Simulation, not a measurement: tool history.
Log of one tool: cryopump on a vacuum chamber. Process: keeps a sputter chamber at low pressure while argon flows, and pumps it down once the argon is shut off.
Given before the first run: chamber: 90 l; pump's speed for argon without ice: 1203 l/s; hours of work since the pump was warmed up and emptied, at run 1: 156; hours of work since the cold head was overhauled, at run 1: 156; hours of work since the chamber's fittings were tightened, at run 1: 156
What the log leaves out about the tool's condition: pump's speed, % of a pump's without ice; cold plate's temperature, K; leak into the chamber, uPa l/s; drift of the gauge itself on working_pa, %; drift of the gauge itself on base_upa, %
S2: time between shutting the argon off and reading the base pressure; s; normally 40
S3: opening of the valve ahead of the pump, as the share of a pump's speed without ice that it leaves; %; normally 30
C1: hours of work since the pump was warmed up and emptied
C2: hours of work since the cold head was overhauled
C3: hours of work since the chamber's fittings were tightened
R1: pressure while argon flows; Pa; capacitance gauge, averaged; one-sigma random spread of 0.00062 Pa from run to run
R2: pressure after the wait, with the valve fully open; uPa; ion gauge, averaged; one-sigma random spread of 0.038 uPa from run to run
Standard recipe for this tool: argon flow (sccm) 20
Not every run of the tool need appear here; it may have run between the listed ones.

Run 1, hour 0.0: usual settings; C1 156; C2 156; C3 156. Result: R1 0.0968 Pa, R2 2.20 uPa.
Run 2, hour 15.9: usual settings but S3 36 %; C1 163; C2 163; C3 163. Result: R1 0.0818 Pa, R2 2.22 uPa.
Run 3, hour 34.0: usual settings but S3 26 %; C1 171; C2 171; C3 171. Result: R1 0.1111 Pa, R2 2.19 uPa.
Run 4, hour 49.0: usual settings but S3 26 %; C1 178; C2 178; C3 178. Result: R1 0.1110 Pa, R2 2.22 uPa.
Run 5, hour 60.8: usual settings but S3 26 %; C1 183; C2 183; C3 183. Result: R1 0.1111 Pa, R2 2.21 uPa.
Run 6, hour 81.8: usual settings; C1 193; C2 193; C3 193. Result: R1 0.0971 Pa, R2 2.29 uPa.
Run 7, hour 98.5: usual settings; C1 200; C2 200; C3 200. Result: R1 0.0979 Pa, R2 2.19 uPa.
Run 8, hour 110.6: usual settings; C1 206; C2 206; C3 206. Result: R1 0.0978 Pa, R2 2.24 uPa.
Run 9, hour 119.2: usual settings; C1 210; C2 210; C3 210. Result: R1 0.0972 Pa, R2 2.19 uPa.
Run 10, hour 132.5: usual settings but argon flow (sccm) 30; C1 216; C2 216; C3 216. Result: R1 0.1464 Pa, R2 2.28 uPa.
Run 11, hour 152.1: usual settings but argon flow (sccm) 30; C1 225; C2 225; C3 225. Result: R1 0.1469 Pa, R2 2.23 uPa.
Run 12, hour 169.5: usual settings but S2 55 s; C1 233; C2 233; C3 233. Result: R1 0.0991 Pa, R2 1.75 uPa.
Run 13, hour 178.4: usual settings but S2 55 s; C1 237; C2 237; C3 237. Result: R1 0.0976 Pa, R2 1.75 uPa.
Run 14, hour 195.0: usual settings but S2 55 s; C1 244; C2 244; C3 244. Result: R1 0.0970 Pa, R2 1.71 uPa.
Run 15, hour 211.7: usual settings but S2 55 s; C1 252; C2 252; C3 252. Result: R1 0.0986 Pa, R2 1.77 uPa.
Run 16, hour 225.5: usual settings but argon flow (sccm) 27; C1 258; C2 258; C3 258. Result: R1 0.1336 Pa, R2 2.30 uPa.
Run 17, hour 235.9: usual settings; C1 263; C2 263; C3 263. Result: R1 0.0978 Pa, R2 2.28 uPa.
Run 18, hour 254.9: usual settings; C1 271; C2 271; C3 271. Result: R1 0.0979 Pa, R2 2.23 uPa.
Run 19, hour 272.2: usual settings but argon flow (sccm) 35, S2 27 s, S3 47 %; C1 279; C2 279; C3 279. Result: R1 0.1131 Pa, R2 3.12 uPa.
Run 20, hour 289.6: usual settings but S2 182 s; C1 287; C2 287; C3 287. Result: R1 0.0982 Pa, R2 0.81 uPa.
Run 21, hour 304.4: usual settings but argon flow (sccm) 23, S2 137 s, S3 60 %; C1 294; C2 294; C3 294. Result: R1 0.0604 Pa, R2 0.94 uPa.
Run 22, hour 325.5: usual settings but argon flow (sccm) 23, S2 137 s, S3 60 %; C1 303; C2 303; C3 303. Result: R1 0.0604 Pa, R2 0.92 uPa.
Run 23, hour 336.5: usual settings but argon flow (sccm) 23, S2 137 s, S3 60 %; C1 308; C2 308; C3 308. Result: R1 0.0595 Pa, R2 0.94 uPa.
Run 24, hour 345.2: usual settings but argon flow (sccm) 39, S2 87 s, S3 42 %; C1 312; C2 312; C3 312. Result: R1 0.1417 Pa, R2 1.21 uPa.
At hour 359.3: pump warmed up, emptied and cooled again.
Run 25, hour 369.9: usual settings but argon flow (sccm) 8, S2 229 s, S3 42 %; C1 5; C2 321; C3 321. Result: R1 0.0271 Pa, R2 0.66 uPa.
Run 26, hour 388.3: usual settings but S3 39 %; C1 13; C2 329; C3 329. Result: R1 0.0720 Pa, R2 2.26 uPa.
Run 27, hour 402.9: usual settings but argon flow (sccm) 27, S3 39 %; C1 20; C2 336; C3 336. Result: R1 0.0984 Pa, R2 2.34 uPa.
Run 28, hour 423.3: usual settings but argon flow (sccm) 15, S2 70 s; C1 29; C2 345; C3 345. Result: R1 0.0700 Pa, R2 1.38 uPa.
Run 29, hour 433.5: usual settings but argon flow (sccm) 15, S2 46 s, S3 24 %; C1 34; C2 350; C3 350. Result: R1 0.0890 Pa, R2 2.04 uPa.
Run 30, hour 451.5: usual settings but argon flow (sccm) 9, S3 32 %; C1 42; C2 358; C3 358. Result: R1 0.0401 Pa, R2 2.23 uPa.
Run 31, hour 461.7: usual settings but S3 39 %; C1 46; C2 363; C3 363. Result: R1 0.0731 Pa, R2 2.22 uPa.
Run 32, hour 474.3: usual settings but S2 26 s, S3 25 %; C1 52; C2 368; C3 368. Result: R1 0.1131 Pa, R2 3.19 uPa.
Run 33, hour 484.3: usual settings but argon flow (sccm) 11, S2 182 s, S3 17 %; C1 57; C2 373; C3 373. Result: R1 0.0920 Pa, R2 0.74 uPa.
Run 34, hour 495.2: usual settings but argon flow (sccm) 32, S2 37 s, S3 18 %; C1 62; C2 378; C3 378. Result: R1 0.2509 Pa, R2 2.36 uPa.

Alternative continuations, all from the tool just after run 34; predict every row:
Run A, hour 511.1: usual settings but argon flow (sccm) 9; C1 69; C2 385; C3 385. Result: R1 ?, R2 ?.
Run B, hour 511.1: usual settings but argon flow (sccm) 31, S2 34 s, S3 16 %; C1 69; C2 385; C3 385. Result: R1 ?, R2 ?.
Run C, hour 511.1: usual settings but argon flow (sccm) 33, S2 37 s, S3 18 %; C1 69; C2 385; C3 385. Result: R1 ?, R2 ?.

run      R1    R2
  A  0.0425  2.25
  B  0.2746  2.56
  C  0.2578  2.31
Stripped of hidden state, with their random variation kept, the same runs would have yielded:
run      R1    R2
  A  0.0419  2.16
  B  0.2727  2.47
  C  0.2558  2.23
